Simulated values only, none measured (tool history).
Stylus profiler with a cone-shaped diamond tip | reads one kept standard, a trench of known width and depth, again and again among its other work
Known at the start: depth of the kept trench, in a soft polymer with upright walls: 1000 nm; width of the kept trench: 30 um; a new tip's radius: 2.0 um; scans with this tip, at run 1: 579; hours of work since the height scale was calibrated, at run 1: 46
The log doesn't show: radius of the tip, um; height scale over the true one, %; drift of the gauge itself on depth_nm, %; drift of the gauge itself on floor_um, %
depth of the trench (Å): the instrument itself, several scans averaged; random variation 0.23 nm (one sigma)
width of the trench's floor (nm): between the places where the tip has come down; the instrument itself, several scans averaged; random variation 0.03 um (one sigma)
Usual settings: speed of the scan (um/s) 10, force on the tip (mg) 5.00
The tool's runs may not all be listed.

run,day,speed of the scan (um/s),force on the tip (mg),scans with this tip,hours of work since the height scale was calibrated,depth of the trench (Å),width of the trench's floor (nm)
1,0.000,10,5.00,579,46,10170.6,26550
2,2.433,10,5.00,991,78,10170.4,26490
3,3.792,10,5.00,1220,97,10171.3,26530
4,6.883,10,5.00,1744,138,10173.9,26520
5,8.617,10,5.00,2037,161,10169.5,26540
6,10.704,20,5.00,2390,189,10170.2,26500
7,12.046,10,5.00,2617,207,10169.8,26510
8,14.150,10,5.00,2972,235,10167.8,26480
9,16.125,10,12.57,3307,261,10317.7,26490
10,19.075,10,12.57,3806,301,10314.4,26490
11,21.150,10,5.00,4156,329,10170.6,26520
12,24.288,10,5.00,4687,371,10170.3,26510
13,26.533,10,5.00,5067,401,10172.1,26480
14,27.917,7,11.16,5301,419,10290.7,26500
15,30.200,33,2.38,5687,450,10103.3,26430
16,33.400,10,3.57,6228,492,10138.9,26530
17,35.625,10,3.57,6605,522,10139.1,26500

Forecast run 18:
18,37.658,10,3.57,6949,549,?,?

Run 18 gave depth of the trench (Å) 10135.8, width of the trench's floor (nm) 26530.
Without the tool's hidden state the same run would have given depth of the trench (Å) 10136.1, width of the trench's floor (nm) 26540.
